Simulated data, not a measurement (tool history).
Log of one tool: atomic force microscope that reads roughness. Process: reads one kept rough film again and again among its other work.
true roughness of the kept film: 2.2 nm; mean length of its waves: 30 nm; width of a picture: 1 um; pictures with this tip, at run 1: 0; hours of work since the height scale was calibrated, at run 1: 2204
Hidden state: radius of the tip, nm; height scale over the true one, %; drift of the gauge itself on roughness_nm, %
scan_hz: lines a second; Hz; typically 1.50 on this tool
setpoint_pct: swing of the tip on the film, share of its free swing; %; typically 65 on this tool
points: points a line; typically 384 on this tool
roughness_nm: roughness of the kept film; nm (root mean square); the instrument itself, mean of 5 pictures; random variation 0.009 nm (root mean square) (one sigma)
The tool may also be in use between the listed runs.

run	hour	scan_hz	setpoint_pct	points	pictures with this tip	hours of work since the height scale was calibrated	roughness_nm
1	0.0	1.50	65	384	0	2204	2.006
2	51.8	3.14	65	384	81	2238	1.923
3	115.9	1.50	66	384	182	2280	1.918
4	185.7	1.50	66	384	292	2326	1.849
# hour 232.4: new tip fitted
5	243.6	1.50	66	384	18	2364	2.006
6	301.7	1.50	66	384	109	2402	1.961
7	338.4	1.50	66	384	167	2426	1.930
8	406.5	1.50	66	384	274	2471	1.876
# hour 462.8: new tip fitted
9	490.8	1.50	66	384	44	2526	1.990
10	550.9	1.50	65	615	139	2566	1.942
11	607.2	1.50	65	384	227	2603	1.899
12	673.3	1.50	58	384	331	2647	1.841
# hour 696.2: new tip fitted
13	714.3	0.77	65	384	29	2673	2.008
14	770.4	2.16	65	384	117	2710	1.964
15	839.6	1.50	65	384	226	2756	1.906
16	893.2	1.50	75	384	311	2791	1.836
# hour 926.8: new tip fitted
17	974.0	1.50	65	726	74	2844	1.978
# hour 1018.7: height scale calibrated on a step standard
18	1032.4	1.50	65	726	164	9	1.908
19	1093.6	1.26	65	384	261	49	1.866
# hour 1158.1: new tip fitted
20	1169.2	1.50	71	384	18	99	1.958
21	1219.9	1.50	71	384	98	132	1.932
22	1266.9	1.61	76	899	172	163	1.886
23	1343.9	1.50	76	384	293	214	1.802
# hour 1389.6: new tip fitted
24	1397.1	0.68	84	432	12	249	2.002
25	1440.4	0.68	84	432	80	277	1.955
26	1513.2	0.81	58	777	195	325	1.931
27	1550.7	0.81	89	373	254	350	1.858
28	1601.4	1.42	68	434	334	383	1.836
# hour 1621.3: new tip fitted
29	1661.6	1.42	68	434	64	423	1.952
30	1705.7	1.42	68	434	133	452	1.914
31	1783.9	1.42	68	434	256	503	1.880
32	1842.2	1.85	59	372	348	542	1.828
# hour 1850.0: new tip fitted
33	1927.6	1.17	80	522	123	598	1.926
34	1991.4	1.17	75	720	223	640	1.904
35	2059.6	1.17	75	720	330	685	1.831
# hour 2079.3: new tip fitted
36	2096.1	0.68	59	697	26	708	2.015
37	2146.2	0.92	84	513	105	741	1.941

A few steps of roughness_nm between consecutive runs. Split each: what settings, incoming material and random variation would produce without the hidden state, and what is left over for the hidden state, along with gauge scatter present in only one of the two compared results (measured, and without hidden state):
Run 4 -> 5: new tip fitted. roughness_nm +0.157 nm (root mean square): hidden state +0.148, all else +0.009.
Run 12 -> 13: scan_hz 1.50 -> 0.77, setpoint_pct 58 -> 65, new tip fitted. roughness_nm +0.167 nm (root mean square): hidden state +0.169, all else -0.002.
Run 23 -> 24: scan_hz 1.50 -> 0.68, setpoint_pct 76 -> 84, points 384 -> 432, new tip fitted. roughness_nm +0.200 nm (root mean square): hidden state +0.146, all else +0.054.
Run 35 -> 36: scan_hz 1.17 -> 0.68, setpoint_pct 75 -> 59, points 720 -> 697, new tip fitted. roughness_nm +0.184 nm (root mean square): hidden state +0.147, all else +0.037.
